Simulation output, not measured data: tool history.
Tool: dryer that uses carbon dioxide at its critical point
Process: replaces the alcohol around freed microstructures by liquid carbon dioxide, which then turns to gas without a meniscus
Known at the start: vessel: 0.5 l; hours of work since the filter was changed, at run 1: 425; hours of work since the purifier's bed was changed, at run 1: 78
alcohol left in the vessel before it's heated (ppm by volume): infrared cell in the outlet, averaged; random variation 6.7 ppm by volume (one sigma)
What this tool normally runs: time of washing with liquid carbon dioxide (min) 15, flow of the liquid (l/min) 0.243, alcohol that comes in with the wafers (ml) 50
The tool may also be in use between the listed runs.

run,hour,time of washing with liquid carbon dioxide (min),flow of the liquid (l/min),alcohol that comes in with the wafers (ml),hours of work since the filter was changed,hours of work since the purifier's bed was changed,alcohol left in the vessel before it's heated (ppm by volume)
1,0.0,15,0.243,50,425,78,401
2,13.3,15,0.243,50,432,85,420
3,23.6,11,0.243,50,437,90,1717
4,35.5,11,0.210,50,443,96,2995
5,49.4,19,0.243,50,450,103,103
6,68.4,15,0.243,50,460,113,422
7,85.7,15,0.243,50,469,122,418
# hour 90.1: inlet filter changed
8,97.3,15,0.243,50,4,127,306
9,113.5,15,0.190,50,12,136,1011
10,127.9,15,0.190,50,19,143,1033
11,148.3,15,0.190,50,30,153,1009
12,159.3,15,0.190,50,35,159,1038
13,170.7,15,0.190,50,41,165,1038
14,179.9,14,0.243,50,46,170,451
15,190.8,15,0.243,50,52,175,312
16,200.7,15,0.243,50,57,180,312
17,213.4,15,0.243,50,63,187,321
18,228.1,15,0.243,73,71,194,462
19,248.4,15,0.347,73,81,205,64
20,262.8,15,0.347,73,88,212,53
21,274.2,15,0.243,24,94,218,156
22,283.2,15,0.243,86,99,222,553
23,295.8,15,0.243,86,105,229,564
24,307.0,16,0.293,81,111,235,117
25,318.7,16,0.243,44,117,241,210
26,336.8,12,0.243,23,126,250,482
27,349.9,12,0.243,23,133,257,473
28,359.9,22,0.243,23,138,262,19
29,374.5,24,0.243,23,145,269,24
30,387.8,24,0.243,23,152,276,30
31,399.1,24,0.243,23,158,282,26
32,417.8,24,0.243,23,168,291,24
33,427.4,24,0.243,23,173,296,22
34,439.0,15,0.324,28,178,302,49
35,450.9,11,0.155,109,185,308,14688
36,468.8,11,0.205,109,194,317,6330
37,486.4,15,0.278,51,203,326,175
38,502.9,10,0.243,77,211,335,3438
39,520.6,15,0.245,44,220,344,299
40,533.2,15,0.205,50,227,350,824
41,544.2,15,0.176,50,232,356,1603
42,558.1,20,0.193,91,239,363,448
43,571.1,20,0.193,91,246,370,460
44,580.2,10,0.375,42,251,374,279
45,589.5,14,0.412,28,255,379,25

Predict each of these 3 candidate next runs independently; none follows another, all start after run 45:
A,606.4,14,0.189,115,264,388,?
B,606.4,19,0.261,40,264,388,?
C,606.4,15,0.215,50,264,388,?

run,alcohol left in the vessel before it's heated (ppm by volume)
A,3669
B,47
C,696
Without the tool's unlogged condition, the same runs would have read:
run,alcohol left in the vessel before it's heated (ppm by volume)
A,3155
B,24
C,571
